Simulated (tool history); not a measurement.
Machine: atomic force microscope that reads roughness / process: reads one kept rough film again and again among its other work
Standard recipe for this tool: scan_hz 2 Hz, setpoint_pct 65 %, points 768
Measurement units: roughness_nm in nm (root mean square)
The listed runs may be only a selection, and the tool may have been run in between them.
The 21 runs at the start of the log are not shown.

run,hour,scan_hz,setpoint_pct,points,roughness_nm
# hour 370: new tip fitted
22,381.4,2,65,768,3.751
23,395.3,2,76,768,3.241
24,417.8,2,76,768,2.872
25,434.7,2,76,768,2.616
26,452.3,2,65,362,2.525
# hour 470.9: new tip fitted
27,473.8,1.55,76,768,3.844
28,492.4,2,79,320,3.229
29,515.1,3.17,77,768,2.779
30,538.3,1.61,67,396,2.744
31,560.3,1.61,67,396,2.462
32,570.1,1.61,67,396,2.339
# hour 572.1: new tip fitted
33,586.4,2,85,385,3.219
34,609.6,2,85,385,2.803
35,623.1,2,85,385,2.575
36,635.5,0.74,85,385,2.673
# hour 638.5: height scale calibrated on a step standard
37,657.5,0.51,65,820,2.565
38,672,0.51,65,820,2.425
# hour 674.9: new tip fitted
39,695.3,0.71,89,334,3.357
40,711.6,0.71,89,334,3.056
41,722.4,2,65,828,2.958
42,741.7,2,65,828,2.709
43,761.4,2,65,828,2.457

What does the tool deliver on the next run?
# hour 768.2: height scale calibrated on a step standard, once more
# hour 777.7: new tip fitted
44,781.8,0.58,65,768,?

{"run 44": {"roughness_nm": 3.996}}
Without the tool's hidden state the same run would have given roughness_nm 4.163 nm (root mean square).

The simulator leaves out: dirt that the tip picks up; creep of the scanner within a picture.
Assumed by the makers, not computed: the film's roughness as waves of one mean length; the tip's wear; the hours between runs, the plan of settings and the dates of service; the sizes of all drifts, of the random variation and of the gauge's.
